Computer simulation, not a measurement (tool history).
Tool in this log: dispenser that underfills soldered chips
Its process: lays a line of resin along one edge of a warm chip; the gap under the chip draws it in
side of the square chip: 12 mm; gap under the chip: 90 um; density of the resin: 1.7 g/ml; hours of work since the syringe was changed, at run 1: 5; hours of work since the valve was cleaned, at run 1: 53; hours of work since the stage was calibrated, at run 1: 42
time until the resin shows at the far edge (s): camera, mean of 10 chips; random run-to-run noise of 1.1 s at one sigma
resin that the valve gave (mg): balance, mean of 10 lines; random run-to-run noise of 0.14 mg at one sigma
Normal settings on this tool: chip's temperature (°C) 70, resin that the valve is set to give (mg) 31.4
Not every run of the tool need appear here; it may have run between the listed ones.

run,day,chip's temperature (°C),resin that the valve is set to give (mg),hours of work since the syringe was changed,hours of work since the valve was cleaned,hours of work since the stage was calibrated,time until the resin shows at the far edge (s),resin that the valve gave (mg)
1,0.000,70,31.4,5,53,42,128.2,30.62
# day 0.112: new syringe of resin
2,0.204,70,40.3,1,56,45,107.1,39.01
3,0.367,70,40.3,4,58,47,121.5,39.53
# day 0.550: new syringe of resin
4,0.579,70,40.3,0,61,50,103.4,39.11
5,0.762,70,40.3,3,64,53,117.8,38.84
6,0.900,75,31.4,5,66,55,109.4,30.23
# day 0.979: new syringe of resin
7,1.104,74,31.4,2,69,58,99.4,30.15
8,1.275,74,31.4,4,71,61,108.5,30.29
# day 1.404: new syringe of resin
9,1.421,70,30.7,0,73,62,106.8,29.70
10,1.617,61,31.4,3,76,65,177.5,30.28
# day 1.821: new syringe of resin
11,1.833,70,31.4,0,79,68,106.5,30.12
12,1.971,70,31.4,2,81,70,114.4,30.15
# day 2.246: new syringe of resin
13,2.283,70,31.4,1,86,75,109.9,30.21
14,2.471,70,31.4,3,88,78,120.5,29.93
15,2.629,70,31.4,6,91,80,133.5,30.10
# day 2.667: new syringe of resin
16,2.917,60,36.7,4,95,84,179.4,35.07
17,3.067,74,32.9,6,97,86,115.5,31.34
# day 3.104: new syringe of resin
18,3.250,57,36.7,2,100,89,188.5,34.62
19,3.454,57,36.7,5,103,92,215.1,34.62
# day 3.533: new syringe of resin
20,3.708,82,27.8,3,106,95,79.7,26.54
21,3.904,60,27.4,5,109,98,207.5,25.84
# day 3.958: new syringe of resin
# day 4.046: dispensing valve cleaned and set on the balance
22,4.188,60,27.4,3,2,102,178.5,27.54
23,4.375,71,27.4,6,5,104,131.9,27.63
# day 4.433: new syringe of resin
24,4.654,85,32.9,3,9,108,71.9,32.97
# day 4.850: new syringe of resin
25,4.938,61,37.4,1,13,112,152.1,37.48
26,5.179,61,37.4,5,16,116,175.9,37.22
# day 5.275: new syringe of resin
27,5.375,84,37.4,1,19,119,65.9,37.17
28,5.512,73,34.7,4,21,121,108.8,34.51
# day 5.700: new syringe of resin
29,5.725,59,39.4,0,24,124,156.6,39.25

Hidden state at the last listed run before each entry between runs and at the first one after, where it differs:
In the gap between runs 1 and 2: new syringe of resin (day 0.112)
  resin's viscosity, % of fresh resin's: 121.4 -> 106.1; dose that the valve gives, % of what is set: 97.3 -> 97.17
  difference, measured minus the result without the unlogged condition, time until the resin shows at the far edge (s): +22.8 -> +6.0; resin that the valve gave (mg): -0.84 -> -1.14
In the gap between runs 3 and 4: new syringe of resin (day 0.550)
  resin's viscosity, % of fresh resin's: 117.3 -> 102.3; dose that the valve gives, % of what is set: 97.04 -> 96.89; true chip temperature over the reading, C: 0.08 -> 0.07
  difference, measured minus the result without the unlogged condition, time until the resin shows at the far edge (s): +17.7 -> +2.2; resin that the valve gave (mg): -1.21 -> -1.26
In the gap between runs 6 and 7: new syringe of resin (day 0.979)
  resin's viscosity, % of fresh resin's: 124.4 -> 108.3; dose that the valve gives, % of what is set: 96.64 -> 96.5
  difference, measured minus the result without the unlogged condition, time until the resin shows at the far edge (s): +21.9 -> +8.1; resin that the valve gave (mg): -1.05 -> -1.09
In the gap between runs 8 and 9: new syringe of resin (day 1.404)
  resin's viscosity, % of fresh resin's: 120.2 -> 103.2; dose that the valve gives, % of what is set: 96.35 -> 96.25
  difference, measured minus the result without the unlogged condition, time until the resin shows at the far edge (s): +18.7 -> +4.1; resin that the valve gave (mg): -1.15 -> -1.15
In the gap between runs 10 and 11: new syringe of resin (day 1.821)
  resin's viscosity, % of fresh resin's: 116.4 -> 99.5; dose that the valve gives, % of what is set: 96.1 -> 95.96; true chip temperature over the reading, C: 0.04 -> 0.03
  difference, measured minus the result without the unlogged condition, time until the resin shows at the far edge (s): +26.2 -> +0.3; resin that the valve gave (mg): -1.23 -> -1.27
In the gap between runs 12 and 13: new syringe of resin (day 2.246)
  resin's viscosity, % of fresh resin's: 108.2 -> 102.3; dose that the valve gives, % of what is set: 95.87 -> 95.65; true chip temperature over the reading, C: 0.03 -> 0.02
  difference, measured minus the result without the unlogged condition, time until the resin shows at the far edge (s): +9.7 -> +3.4; resin that the valve gave (mg): -1.30 -> -1.37
In the gap between runs 15 and 16: new syringe of resin (day 2.667)
  resin's viscosity, % of fresh resin's: 126.4 -> 117.8; dose that the valve gives, % of what is set: 95.4 -> 95.2; true chip temperature over the reading, C: 0.01 -> 0
  difference, measured minus the result without the unlogged condition, time until the resin shows at the far edge (s): +28.9 -> +28.0; resin that the valve gave (mg): -1.45 -> -1.77
In the gap between runs 17 and 18: new syringe of resin (day 3.104)
  resin's viscosity, % of fresh resin's: 129 -> 109.4; dose that the valve gives, % of what is set: 95.09 -> 94.96; true chip temperature over the reading, C: -0.01 -> -0.02
  difference, measured minus the result without the unlogged condition, time until the resin shows at the far edge (s): +26.8 -> +17.2; resin that the valve gave (mg): -1.62 -> -1.83
In the gap between runs 19 and 20: new syringe of resin (day 3.533)
  resin's viscosity, % of fresh resin's: 124 -> 110.8; dose that the valve gives, % of what is set: 94.8 -> 94.61; true chip temperature over the reading, C: -0.02 -> -0.03
  difference, measured minus the result without the unlogged condition, time until the resin shows at the far edge (s): +42.8 -> +9.4; resin that the valve gave (mg): -1.90 -> -1.51
In the gap between runs 21 and 22: new syringe of resin (day 3.958); dispensing valve cleaned and set on the balance (day 4.046)
  resin's viscosity, % of fresh resin's: 124.9 -> 112; dose that the valve gives, % of what is set: 94.47 -> 100.39
  difference, measured minus the result without the unlogged condition, time until the resin shows at the far edge (s): +45.2 -> +19.3; resin that the valve gave (mg): -1.52 -> +0.11
In the gap between runs 23 and 24: new syringe of resin (day 4.433)
  resin's viscosity, % of fresh resin's: 125.9 -> 116.5; dose that the valve gives, % of what is set: 100.24 -> 100.03; true chip temperature over the reading, C: -0.05 -> -0.06
  difference, measured minus the result without the unlogged condition, time until the resin shows at the far edge (s): +27.2 -> +10.3; resin that the valve gave (mg): +0.06 -> +0.01
In the gap between runs 24 and 25: new syringe of resin (day 4.850)
  resin's viscosity, % of fresh resin's: 116.5 -> 105.1; dose that the valve gives, % of what is set: 100.03 -> 99.82; true chip temperature over the reading, C: -0.06 -> -0.07
  difference, measured minus the result without the unlogged condition, time until the resin shows at the far edge (s): +10.3 -> +7.8; resin that the valve gave (mg): +0.01 -> -0.07
In the gap between runs 26 and 27: new syringe of resin (day 5.275)
  resin's viscosity, % of fresh resin's: 122 -> 107.2; dose that the valve gives, % of what is set: 99.64 -> 99.5
  difference, measured minus the result without the unlogged condition, time until the resin shows at the far edge (s): +32.1 -> +4.7; resin that the valve gave (mg): -0.13 -> -0.19
In the gap between runs 28 and 29: new syringe of resin (day 5.700)
  resin's viscosity, % of fresh resin's: 116.9 -> 101.5; dose that the valve gives, % of what is set: 99.38 -> 99.24
  difference, measured minus the result without the unlogged condition, time until the resin shows at the far edge (s): +16.1 -> +3.1; resin that the valve gave (mg): -0.21 -> -0.29

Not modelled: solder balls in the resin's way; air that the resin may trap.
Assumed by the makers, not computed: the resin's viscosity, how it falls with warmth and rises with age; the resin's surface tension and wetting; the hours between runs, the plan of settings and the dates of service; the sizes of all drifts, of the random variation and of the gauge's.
